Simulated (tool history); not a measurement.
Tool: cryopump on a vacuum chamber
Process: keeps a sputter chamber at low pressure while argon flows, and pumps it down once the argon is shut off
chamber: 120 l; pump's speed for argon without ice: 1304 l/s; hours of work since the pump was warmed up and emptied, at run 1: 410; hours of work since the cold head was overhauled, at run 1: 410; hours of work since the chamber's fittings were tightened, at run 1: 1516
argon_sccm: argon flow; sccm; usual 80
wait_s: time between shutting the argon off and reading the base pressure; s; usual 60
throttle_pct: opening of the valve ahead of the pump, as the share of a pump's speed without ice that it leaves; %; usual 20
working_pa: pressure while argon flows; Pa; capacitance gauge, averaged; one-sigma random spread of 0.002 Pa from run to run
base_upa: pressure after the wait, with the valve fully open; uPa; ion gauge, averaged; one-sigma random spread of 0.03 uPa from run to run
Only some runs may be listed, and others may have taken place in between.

run,day,argon_sccm,wait_s,throttle_pct,hours of work since the pump was warmed up and emptied,hours of work since the cold head was overhauled,hours of work since the chamber's fittings were tightened,working_pa,base_upa
1,0.000,80,60,20,410,410,1516,0.5372,2.09
2,0.521,80,60,20,418,418,1523,0.5289,2.10
3,1.138,80,60,20,427,427,1532,0.5299,2.13
4,1.575,80,60,20,434,434,1539,0.5316,2.12
5,2.083,80,60,20,441,441,1547,0.5305,2.17
6,2.496,80,60,20,447,447,1553,0.5305,2.09
7,2.846,80,60,20,452,452,1558,0.5302,2.12
8,3.512,80,60,20,462,462,1568,0.5286,2.15
9,4.146,80,60,20,472,472,1577,0.5313,2.14
10,4.796,122,60,20,482,482,1587,0.8100,2.12
11,5.496,122,60,20,492,492,1597,0.8129,2.11
12,5.788,122,60,20,496,496,1602,0.8069,2.16
13,6.358,122,60,20,505,505,1610,0.8171,2.23
14,7.046,122,60,20,515,515,1620,0.8133,2.21
15,7.704,122,60,20,525,525,1630,0.8174,2.19
16,8.050,122,60,20,530,530,1635,0.8133,2.16
17,8.412,80,60,33,535,535,1641,0.3280,2.17
18,8.808,80,60,33,541,541,1647,0.3292,2.13
19,9.271,80,60,33,548,548,1654,0.3285,2.16
20,9.854,136,214,20,557,557,1662,0.8998,1.26
21,10.396,136,214,20,565,565,1670,0.9125,1.24
22,11.025,144,214,26,574,574,1680,0.7441,1.29
23,11.571,80,107,37,582,582,1688,0.2962,1.68
24,12.033,139,20,35,589,589,1695,0.5435,4.80
25,12.562,139,20,35,597,597,1703,0.5435,4.67
26,13.104,139,20,35,605,605,1711,0.5434,4.78
27,13.662,70,63,20,614,614,1719,0.4652,2.13
28,14.283,70,63,20,623,623,1728,0.4651,2.14
29,14.633,124,73,20,628,628,1733,0.8304,2.02
30,15.058,94,60,20,634,634,1740,0.6295,2.23
31,15.617,68,171,40,643,643,1748,0.2356,1.42
32,16.083,68,171,40,650,650,1755,0.2352,1.38
33,16.700,68,254,34,659,659,1764,0.2730,1.17
34,17.350,80,229,30,668,668,1774,0.3661,1.24
35,17.654,138,29,43,673,673,1778,0.4437,3.62

Alternative continuations, all from the tool just after run 35; predict every row:
A,18.283,52,148,17,682,682,1788,?,?
B,18.283,132,65,26,682,682,1788,?,?
C,18.283,100,142,20,682,682,1788,?,?

run,working_pa,base_upa
A,0.4059,1.48
B,0.6869,2.08
C,0.6717,1.48
Stripped of hidden state, with their random variation kept, the same runs would have yielded:
run,working_pa,base_upa
A,0.3939,0.76
B,0.6563,1.37
C,0.6484,0.76

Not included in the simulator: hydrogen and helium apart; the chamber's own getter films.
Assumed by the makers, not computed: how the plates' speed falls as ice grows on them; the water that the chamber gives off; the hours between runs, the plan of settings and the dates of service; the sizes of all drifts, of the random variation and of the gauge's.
